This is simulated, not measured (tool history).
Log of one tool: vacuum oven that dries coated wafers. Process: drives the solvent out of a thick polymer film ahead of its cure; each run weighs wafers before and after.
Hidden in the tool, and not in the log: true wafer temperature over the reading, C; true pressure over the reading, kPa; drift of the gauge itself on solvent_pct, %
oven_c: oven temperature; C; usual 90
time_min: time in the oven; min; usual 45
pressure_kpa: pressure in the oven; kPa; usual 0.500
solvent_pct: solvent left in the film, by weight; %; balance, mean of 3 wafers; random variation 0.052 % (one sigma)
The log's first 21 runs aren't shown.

run    hour  oven_c  time_min  pressure_kpa  hours of work since the thermocouples were calibrated  hours of work since the vacuum gauge was cleaned of residue  solvent_pct
 22   678.2     100        31         1.142                                                    293                                                          212         1.05
 23   719.4     100        31         1.142                                                    324                                                          243         1.02
 24   759.1      77        52         0.530                                                    354                                                          273         3.97
 25   789.9      77        52         0.530                                                    377                                                          296         3.99
 26   810.8      77        52         0.530                                                    392                                                          312         3.95
 27   838.0      77        52         0.530                                                    413                                                          332         3.97
 28   873.9      98        45         1.545                                                    440                                                          359         0.99
 29   900.8      98        45         1.545                                                    460                                                          379         1.03
 30   930.5      98        45         1.545                                                    482                                                          401         0.95
 31   961.6      98        45         1.545                                                    505                                                          425         0.94
 32   991.9      90        31         0.500                                                    528                                                          448         2.56
 33  1036.5      90        38         0.500                                                    562                                                          481         1.92
 34  1076.5      85        22         0.336                                                    591                                                          511         4.88

4 ways to go on from here, each from the tool as it stands after run 34. What would each give?
  A  1095.3      88        59         1.118                                                    606                                                          525            ?
  B  1095.3      79        22         0.319                                                    606                                                          525            ?
  C  1095.3      92        65         0.500                                                    606                                                          525            ?
  D  1095.3      90        40         0.409                                                    606                                                          525            ?

run  solvent_pct
  A         1.48
  B         6.43
  C         0.63
  D         1.76
Without the tool's hidden state the same runs would have given:
run  solvent_pct
  A         1.46
  B         6.41
  C         0.62
  D         1.74
